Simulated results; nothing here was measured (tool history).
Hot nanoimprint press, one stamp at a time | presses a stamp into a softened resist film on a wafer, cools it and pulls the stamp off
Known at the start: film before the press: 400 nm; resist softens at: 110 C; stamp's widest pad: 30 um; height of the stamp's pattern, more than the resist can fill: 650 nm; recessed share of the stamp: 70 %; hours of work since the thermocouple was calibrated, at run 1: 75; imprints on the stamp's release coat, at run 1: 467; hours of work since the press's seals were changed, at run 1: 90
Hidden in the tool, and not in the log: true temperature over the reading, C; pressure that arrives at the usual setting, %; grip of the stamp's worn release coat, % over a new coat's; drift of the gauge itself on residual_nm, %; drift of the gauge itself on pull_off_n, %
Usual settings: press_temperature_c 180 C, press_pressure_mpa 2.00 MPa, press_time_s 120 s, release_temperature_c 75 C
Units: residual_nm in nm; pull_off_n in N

run,hour,press_temperature_c,press_pressure_mpa,press_time_s,release_temperature_c,hours of work since the thermocouple was calibrated,imprints on the stamp's release coat,hours of work since the press's seals were changed,residual_nm,pull_off_n
1,0.0,180,2.00,120,75,75,467,90,178.0,172
2,9.8,180,2.00,120,75,81,498,96,176.1,178
3,18.6,180,2.00,120,75,87,526,102,176.6,178
4,22.7,180,2.00,120,75,90,538,104,178.6,175
5,31.1,180,1.33,120,75,95,565,110,209.4,178
6,36.2,180,2.00,120,75,98,581,113,178.4,171
7,40.3,180,2.00,120,75,101,594,115,178.9,169
8,48.0,180,2.00,120,75,106,618,120,177.4,176
9,52.7,180,2.00,120,75,109,633,123,177.4,179
10,57.8,180,2.00,120,75,112,649,127,177.3,172
11,62.0,180,2.00,120,75,115,662,129,178.1,171
12,69.4,180,2.00,120,75,120,685,134,178.1,174
13,73.7,180,2.00,120,75,122,698,137,179.1,183
14,82.3,180,2.00,120,75,128,726,142,178.3,182
15,86.8,180,2.00,120,75,131,740,145,178.1,184
16,93.1,180,2.00,66,75,135,760,149,223.0,180
17,98.9,188,2.00,82,80,139,778,153,164.7,172
# hour 102.6: plate thermocouple calibrated
18,109.5,188,2.00,82,80,4,802,158,166.0,179
19,114.1,188,2.00,136,64,7,816,161,135.2,201
20,122.3,187,2.45,224,69,13,842,166,102.7,197
# hour 130.7: plate thermocouple calibrated, once more
21,133.2,178,1.55,224,77,2,867,171,163.3,185
22,142.1,185,1.55,224,71,7,895,177,132.1,184
23,148.6,182,2.71,120,75,11,915,181,144.3,191
24,156.8,191,2.00,67,67,17,941,186,162.8,207
25,162.0,191,2.00,67,67,20,957,190,163.8,204
26,166.4,191,2.00,67,68,23,971,193,163.6,206
27,171.2,168,2.00,120,75,26,986,196,250.0,201
28,177.4,168,2.00,120,75,30,1006,200,248.2,194
29,184.9,181,2.73,120,69,35,1029,204,150.7,210

Forecast each of these 3 alternatives for the next run:
A,189.5,188,2.73,120,69,38,1044,207,?,?
B,189.5,172,2.06,120,71,38,1044,207,?,?
C,189.5,180,1.67,144,77,38,1044,207,?,?

run,residual_nm,pull_off_n
A,121.6,204
B,221.6,198
C,178.6,200
Without the tool's hidden state the same runs would have given:
run,residual_nm,pull_off_n
A,120.2,151
B,220.1,147
C,177.4,149
